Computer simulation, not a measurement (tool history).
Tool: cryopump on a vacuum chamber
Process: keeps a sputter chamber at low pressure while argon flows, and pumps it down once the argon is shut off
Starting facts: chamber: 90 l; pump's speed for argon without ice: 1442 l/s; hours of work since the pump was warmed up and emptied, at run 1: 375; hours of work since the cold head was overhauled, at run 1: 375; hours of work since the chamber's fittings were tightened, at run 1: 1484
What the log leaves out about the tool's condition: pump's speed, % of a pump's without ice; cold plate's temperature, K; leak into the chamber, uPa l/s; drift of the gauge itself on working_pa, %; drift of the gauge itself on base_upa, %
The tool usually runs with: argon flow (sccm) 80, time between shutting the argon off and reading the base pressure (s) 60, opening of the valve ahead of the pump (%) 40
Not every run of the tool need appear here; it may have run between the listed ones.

run	hour	argon flow (sccm)	time between shutting the argon off and reading the base pressure (s)	opening of the valve ahead of the pump (%)	hours of work since the pump was warmed up and emptied	hours of work since the cold head was overhauled	hours of work since the chamber's fittings were tightened	pressure while argon flows (Pa)	pressure after the wait (uPa)
1	0	80	60	40	375	375	1484	0.2444	1.61
2	15.4	80	60	40	387	387	1496	0.2462	1.63
3	29.6	80	60	40	399	399	1507	0.2463	1.6
4	38.8	80	60	40	406	406	1514	0.2461	1.64
5	54.8	80	60	40	418	418	1527	0.2464	1.63
6	72.4	80	60	40	432	432	1541	0.2465	1.65
7	85	80	60	40	442	442	1550	0.2488	1.69
8	105.8	80	60	40	458	458	1567	0.2491	1.58

Run 9, settings as shown, results not yet in. Your forecast:
9	117.8	58	240	16	467	467	1576	?	?

Run 9 gave pressure while argon flows (Pa) 0.4319, pressure after the wait (uPa) 0.76.
With the hidden condition absent and the run-to-run variation left alone, this run would have shown pressure while argon flows (Pa) 0.4224, pressure after the wait (uPa) 0.49.
